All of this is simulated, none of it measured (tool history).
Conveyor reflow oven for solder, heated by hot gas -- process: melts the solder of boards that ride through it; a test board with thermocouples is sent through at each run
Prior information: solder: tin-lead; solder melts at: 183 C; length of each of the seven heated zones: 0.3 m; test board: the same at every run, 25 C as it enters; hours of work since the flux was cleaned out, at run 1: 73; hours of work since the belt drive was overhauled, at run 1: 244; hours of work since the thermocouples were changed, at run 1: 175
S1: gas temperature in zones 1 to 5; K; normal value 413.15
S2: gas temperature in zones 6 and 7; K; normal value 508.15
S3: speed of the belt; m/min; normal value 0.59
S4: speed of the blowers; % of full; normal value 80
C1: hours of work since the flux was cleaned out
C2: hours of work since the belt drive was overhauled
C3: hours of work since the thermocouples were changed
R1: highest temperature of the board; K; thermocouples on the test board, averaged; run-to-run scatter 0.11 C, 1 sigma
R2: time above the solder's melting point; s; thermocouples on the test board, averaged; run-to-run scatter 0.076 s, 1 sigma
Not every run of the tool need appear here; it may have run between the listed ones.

Run 1, day 0: usual settings; C1 73; C2 244; C3 175. Result: R1 490.05 K, R2 45.59 s.
Run 2, day 0.504: usual settings; C1 79; C2 250; C3 181. Result: R1 489.95 K, R2 45.55 s.
Run 3, day 0.983: usual settings but S3 0.668 m/min; C1 85; C2 256; C3 187. Result: R1 485.45 K, R2 37 s.
Run 4, day 1.338: usual settings but S3 0.668 m/min; C1 89; C2 260; C3 191. Result: R1 485.25 K, R2 36.81 s.
Run 5, day 1.879: usual settings but S3 0.668 m/min; C1 96; C2 267; C3 198. Result: R1 485.45 K, R2 36.94 s.
Run 6, day 2.179: usual settings but S3 0.668 m/min; C1 99; C2 271; C3 202. Result: R1 485.35 K, R2 36.87 s.
Run 7, day 2.838: usual settings but S3 0.668 m/min; C1 108; C2 279; C3 210. Result: R1 485.45 K, R2 36.82 s.
Run 8, day 3.138: usual settings but S2 513.15 K; C1 111; C2 283; C3 214. Result: R1 494.15 K, R2 48.06 s.
At day 3.358: belt drive overhauled, speed set with a stopwatch.
Run 9, day 3.712: usual settings but S1 406.15 K, S2 504.15 K, S4 55 % of full; C1 116; C2 4; C3 219. Result: R1 478.85 K, R2 34.08 s.
Run 10, day 4.342: usual settings but S1 427.15 K, S2 504.15 K, S3 0.698 m/min, S4 72 % of full; C1 124; C2 12; C3 226. Result: R1 482.45 K, R2 36.92 s.
Run 11, day 4.629: usual settings but S1 427.15 K, S2 504.15 K, S3 0.698 m/min, S4 72 % of full; C1 128; C2 16; C3 230. Result: R1 482.45 K, R2 36.94 s.
Run 12, day 5.1: usual settings but S1 403.15 K, S3 0.609 m/min; C1 133; C2 21; C3 236. Result: R1 486.55 K, R2 39.14 s.
Run 13, day 5.5: usual settings but S1 403.15 K, S3 0.609 m/min; C1 138; C2 26; C3 241. Result: R1 486.65 K, R2 39.15 s.

Branching from run 13: 5 alternative next runs. What would each branch give?
Run A, day 5.942: usual settings but S1 399.15 K, S4 64 % of full; C1 144; C2 32; C3 246. Result: R1 ?, R2 ?.
Run B, day 5.942: usual settings but S4 59 % of full; C1 144; C2 32; C3 246. Result: R1 ?, R2 ?.
Run C, day 5.942: usual settings but S2 502.15 K, S4 62 % of full; C1 144; C2 32; C3 246. Result: R1 ?, R2 ?.
Run D, day 5.942: usual settings but S4 78 % of full; C1 144; C2 32; C3 246. Result: R1 ?, R2 ?.
Run E, day 5.942: usual settings but S4 53 % of full; C1 144; C2 32; C3 246. Result: R1 ?, R2 ?.

run      R1     R2
  A  482.75  36.26
  B  484.75  41.26
  C  480.95  38.29
  D  489.15  45.25
  E  483.15  39.52
What these runs would have given with no unlogged condition in the tool:
run      R1     R2
  A  482.75  36.16
  B  484.65  41.05
  C  480.85  38.11
  D  489.05  45.06
  E  482.95  39.29

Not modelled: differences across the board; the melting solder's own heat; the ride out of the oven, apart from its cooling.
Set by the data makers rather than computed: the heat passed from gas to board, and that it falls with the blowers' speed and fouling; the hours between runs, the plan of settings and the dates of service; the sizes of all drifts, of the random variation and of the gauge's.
